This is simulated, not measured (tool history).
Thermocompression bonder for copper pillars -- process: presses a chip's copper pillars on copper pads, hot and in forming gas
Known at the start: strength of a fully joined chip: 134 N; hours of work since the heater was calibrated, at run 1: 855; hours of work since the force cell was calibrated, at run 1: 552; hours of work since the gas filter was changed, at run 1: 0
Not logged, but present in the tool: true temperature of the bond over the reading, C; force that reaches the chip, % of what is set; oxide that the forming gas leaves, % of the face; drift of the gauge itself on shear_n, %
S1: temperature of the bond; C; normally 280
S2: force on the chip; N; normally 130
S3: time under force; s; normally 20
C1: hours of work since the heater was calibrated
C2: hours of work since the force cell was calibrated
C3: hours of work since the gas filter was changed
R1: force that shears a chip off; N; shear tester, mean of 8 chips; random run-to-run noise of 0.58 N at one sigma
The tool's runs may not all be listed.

Run 1, day 0: usual settings; C1 855; C2 552; C3 0. Result: R1 52.6 N.
Run 2, day 0.425: usual settings but S1 286 C; C1 863; C2 560; C3 8. Result: R1 57.4 N.
Run 3, day 1.142: usual settings; C1 876; C2 573; C3 20. Result: R1 52.4 N.
Run 4, day 1.888: usual settings; C1 889; C2 586; C3 34. Result: R1 52.2 N.
Run 5, day 2.667: usual settings; C1 903; C2 600; C3 48. Result: R1 52.6 N.
Run 6, day 3.25: usual settings; C1 913; C2 610; C3 58. Result: R1 54 N.
Run 7, day 3.712: usual settings; C1 922; C2 619; C3 66. Result: R1 52.9 N.
Run 8, day 4.112: usual settings; C1 929; C2 626; C3 73. Result: R1 53 N.
Run 9, day 4.825: usual settings but S2 87 N; C1 941; C2 638; C3 86. Result: R1 36.7 N.
Run 10, day 5.504: usual settings but S2 87 N; C1 954; C2 651; C3 98. Result: R1 36.6 N.
Run 11, day 6.225: usual settings but S1 277 C, S2 87 N; C1 966; C2 663; C3 111. Result: R1 34.2 N.
Run 12, day 6.8: usual settings but S2 96 N; C1 977; C2 674; C3 121. Result: R1 40.6 N.
Run 13, day 7.3: usual settings but S2 125 N; C1 986; C2 683; C3 130. Result: R1 50.8 N.
Run 14, day 7.917: usual settings but S3 48 s; C1 997; C2 694; C3 141. Result: R1 71.4 N.
Run 15, day 8.662: usual settings; C1 1010; C2 707; C3 154. Result: R1 51.7 N.
Run 16, day 9.633: usual settings; C1 1027; C2 724; C3 172. Result: R1 51.7 N.
Run 17, day 10.5: usual settings; C1 1043; C2 740; C3 187. Result: R1 52.3 N.
Run 18, day 11.033: usual settings; C1 1052; C2 749; C3 197. Result: R1 51.4 N.
Run 19, day 11.75: usual settings; C1 1065; C2 762; C3 210. Result: R1 51.4 N.
Run 20, day 12.471: usual settings; C1 1078; C2 775; C3 222. Result: R1 51.1 N.

Expected results for the next run?
Run 21, day 13.242: usual settings; C1 1091; C2 788; C3 236. Result: R1 ?.

{"run 21": {"R1": 51.3}}
Had the tool carried no hidden state, the very same run would have given R1 48.9 N.

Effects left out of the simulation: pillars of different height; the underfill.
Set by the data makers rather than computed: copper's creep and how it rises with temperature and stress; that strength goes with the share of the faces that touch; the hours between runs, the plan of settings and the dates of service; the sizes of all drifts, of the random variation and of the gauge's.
